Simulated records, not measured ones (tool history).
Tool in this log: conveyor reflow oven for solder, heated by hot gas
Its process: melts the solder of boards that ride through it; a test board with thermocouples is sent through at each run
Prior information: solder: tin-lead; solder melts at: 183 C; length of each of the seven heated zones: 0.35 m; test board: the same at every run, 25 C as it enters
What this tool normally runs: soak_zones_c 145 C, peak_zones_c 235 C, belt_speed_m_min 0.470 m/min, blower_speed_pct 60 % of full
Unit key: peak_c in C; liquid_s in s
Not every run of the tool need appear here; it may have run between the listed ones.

run   hour  soak_zones_c  peak_zones_c  belt_speed_m_min  blower_speed_pct  peak_c  liquid_s
  1    0.0           145           235             0.470                60   221.4      74.1
       7.3  -- flux residue cleaned out of gas plates and filters
  2   14.0           145           235             0.470                60   221.5      74.4
  3   23.9           145           235             0.470                60   221.6      74.3
  4   36.2           145           235             0.470                76   225.0      77.3
  5   46.9           145           235             0.470                60   221.4      74.1
  6   55.4           145           235             0.470                60   221.6      74.1
  7   72.7           145           235             0.470                60   221.5      74.1
  8   90.9           145           235             0.470                60   221.6      73.9
  9  100.9           145           230             0.470                60   217.1      70.5
 10  118.5           145           235             0.470                60   221.3      74.0
 11  136.5           145           235             0.470                60   221.5      73.9
 12  154.9           134           235             0.470                60   219.5      67.8
 13  173.5           134           235             0.470                60   220.1      68.0
 14  191.3           145           224             0.470                60   212.2      65.7
 15  207.5           145           224             0.470                60   211.9      65.7
 16  218.1           145           230             0.437                60   219.1      78.1
 17  226.3           145           230             0.437                60   219.0      78.4
 18  236.7           145           230             0.437                60   219.2      78.0
 19  247.2           130           239             0.470                60   222.6      69.4
 20  261.4           133           239             0.452                79   229.2      78.6
 21  278.8           145           247             0.433                50   231.3      87.9
 22  287.6           147           245             0.452                66   233.1      86.2
 23  304.0           135           241             0.394                63   231.4      92.6

Run 24 comes next. What will it give?
 24  317.5           152           235             0.470                52       ?         ?

peak_c: 220.2 C
liquid_s: 76.0 s
With the hidden condition absent and the run-to-run variation left alone, this run would have shown peak_c 220.2 C, liquid_s 75.9 s.

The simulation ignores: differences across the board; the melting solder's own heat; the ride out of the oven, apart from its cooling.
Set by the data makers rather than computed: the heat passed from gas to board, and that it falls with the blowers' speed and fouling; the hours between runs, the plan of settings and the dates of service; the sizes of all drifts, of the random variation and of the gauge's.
